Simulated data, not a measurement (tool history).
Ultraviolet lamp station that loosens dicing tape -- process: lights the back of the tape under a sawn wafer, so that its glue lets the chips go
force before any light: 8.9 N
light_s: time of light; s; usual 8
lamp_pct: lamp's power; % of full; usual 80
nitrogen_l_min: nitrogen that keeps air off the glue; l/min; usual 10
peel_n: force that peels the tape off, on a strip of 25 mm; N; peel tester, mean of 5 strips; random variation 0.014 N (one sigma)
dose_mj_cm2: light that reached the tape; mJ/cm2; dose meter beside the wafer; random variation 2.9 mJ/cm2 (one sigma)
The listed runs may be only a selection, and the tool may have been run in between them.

Run 1, day 0.000: usual settings. Result: peel_n 0.805 N, dose_mj_cm2 380 mJ/cm2.
Run 2, day 0.458: usual settings but lamp_pct 94 % of full. Result: peel_n 0.567 N, dose_mj_cm2 447 mJ/cm2.
Run 3, day 0.825: usual settings. Result: peel_n 0.855 N, dose_mj_cm2 381 mJ/cm2.
Run 4, day 1.408: usual settings. Result: peel_n 0.885 N, dose_mj_cm2 373 mJ/cm2.
Run 5, day 1.854: usual settings. Result: peel_n 0.866 N, dose_mj_cm2 373 mJ/cm2.
Run 6, day 2.229: usual settings. Result: peel_n 0.877 N, dose_mj_cm2 368 mJ/cm2.
Run 7, day 2.754: usual settings but light_s 5 s. Result: peel_n 2.085 N, dose_mj_cm2 231 mJ/cm2.
Run 8, day 3.221: usual settings but light_s 5 s. Result: peel_n 2.135 N, dose_mj_cm2 228 mJ/cm2.
Run 9, day 3.554: usual settings but light_s 5 s. Result: peel_n 2.122 N, dose_mj_cm2 226 mJ/cm2.
Run 10, day 3.938: usual settings but light_s 5 s. Result: peel_n 2.154 N, dose_mj_cm2 229 mJ/cm2.
Run 11, day 4.371: usual settings. Result: peel_n 0.912 N, dose_mj_cm2 367 mJ/cm2.
Run 12, day 4.712: usual settings. Result: peel_n 0.951 N, dose_mj_cm2 361 mJ/cm2.
Run 13, day 5.179: usual settings. Result: peel_n 0.992 N, dose_mj_cm2 357 mJ/cm2.
Run 14, day 5.662: usual settings. Result: peel_n 0.958 N, dose_mj_cm2 352 mJ/cm2.
Run 15, day 6.117: usual settings but nitrogen_l_min 4 l/min. Result: peel_n 1.782 N, dose_mj_cm2 354 mJ/cm2.
Run 16, day 6.379: usual settings but nitrogen_l_min 4 l/min. Result: peel_n 1.681 N, dose_mj_cm2 355 mJ/cm2.
Run 17, day 6.783: usual settings but lamp_pct 78 % of full. Result: peel_n 1.075 N, dose_mj_cm2 344 mJ/cm2.
Run 18, day 7.100: usual settings but lamp_pct 78 % of full. Result: peel_n 1.060 N, dose_mj_cm2 336 mJ/cm2.
Run 19, day 7.608: usual settings but light_s 5 s, lamp_pct 91 % of full. Result: peel_n 1.882 N, dose_mj_cm2 252 mJ/cm2.
Run 20, day 8.058: usual settings but light_s 14 s. Result: peel_n 0.255 N, dose_mj_cm2 594 mJ/cm2.
Run 21, day 8.617: usual settings but light_s 14 s. Result: peel_n 0.260 N, dose_mj_cm2 606 mJ/cm2.
Run 22, day 8.950: usual settings but light_s 14 s. Result: peel_n 0.254 N, dose_mj_cm2 596 mJ/cm2.
Run 23, day 9.238: usual settings but light_s 5 s, lamp_pct 60 % of full, nitrogen_l_min 20 l/min. Result: peel_n 2.660 N, dose_mj_cm2 160 mJ/cm2.
Run 24, day 9.588: usual settings but light_s 15 s, lamp_pct 81 % of full, nitrogen_l_min 5 l/min. Result: peel_n 0.414 N, dose_mj_cm2 641 mJ/cm2.
Run 25, day 9.917: usual settings but light_s 7 s, lamp_pct 81 % of full, nitrogen_l_min 5 l/min. Result: peel_n 2.016 N, dose_mj_cm2 300 mJ/cm2.
Run 26, day 10.175: usual settings but light_s 9 s, lamp_pct 71 % of full. Result: peel_n 1.074 N, dose_mj_cm2 335 mJ/cm2.
Run 27, day 10.442: usual settings but lamp_pct 71 % of full. Result: peel_n 1.393 N, dose_mj_cm2 299 mJ/cm2.
Run 28, day 10.958: usual settings but lamp_pct 71 % of full. Result: peel_n 1.387 N, dose_mj_cm2 297 mJ/cm2.
Run 29, day 11.479: usual settings but light_s 16 s, lamp_pct 88 % of full, nitrogen_l_min 8 l/min. Result: peel_n 0.204 N, dose_mj_cm2 723 mJ/cm2.
Run 30, day 11.917: usual settings but light_s 16 s, lamp_pct 88 % of full, nitrogen_l_min 8 l/min. Result: peel_n 0.186 N, dose_mj_cm2 722 mJ/cm2.
Run 31, day 12.246: usual settings but light_s 7 s, lamp_pct 88 % of full, nitrogen_l_min 9 l/min. Result: peel_n 1.315 N, dose_mj_cm2 316 mJ/cm2.
Run 32, day 12.604: usual settings but light_s 7 s, lamp_pct 88 % of full, nitrogen_l_min 9 l/min. Result: peel_n 1.317 N, dose_mj_cm2 315 mJ/cm2.
At day 12.712: window cleaned of glue's vapour.
Run 33, day 12.962: usual settings but light_s 5 s, lamp_pct 66 % of full, nitrogen_l_min 9 l/min. Result: peel_n 2.650 N, dose_mj_cm2 202 mJ/cm2.
Run 34, day 13.504: usual settings but light_s 5 s, lamp_pct 66 % of full, nitrogen_l_min 9 l/min. Result: peel_n 2.610 N, dose_mj_cm2 197 mJ/cm2.

Predict each of these 5 candidate next runs independently; none follows another, all start after run 34:
Run A, day 14.042: usual settings but lamp_pct 63 % of full. Result: peel_n ?, dose_mj_cm2 ?.
Run B, day 14.042: usual settings but nitrogen_l_min 6 l/min. Result: peel_n ?, dose_mj_cm2 ?.
Run C, day 14.042: usual settings but light_s 4 s, lamp_pct 95 % of full, nitrogen_l_min 16 l/min. Result: peel_n ?, dose_mj_cm2 ?.
Run D, day 14.042: usual settings but light_s 7 s, nitrogen_l_min 12 l/min. Result: peel_n ?, dose_mj_cm2 ?.
Run E, day 14.042: usual settings but lamp_pct 74 % of full, nitrogen_l_min 3 l/min. Result: peel_n ?, dose_mj_cm2 ?.

run  peel_n  dose_mj_cm2
  A   1.380          302
  B   1.201          380
  C   1.685          230
  D   0.979          340
  E   2.111          353
Had the tool no hidden state, the same runs would have come out as:
run  peel_n  dose_mj_cm2
  A   1.159          331
  B   1.000          416
  C   1.448          252
  D   0.803          372
  E   1.841          387
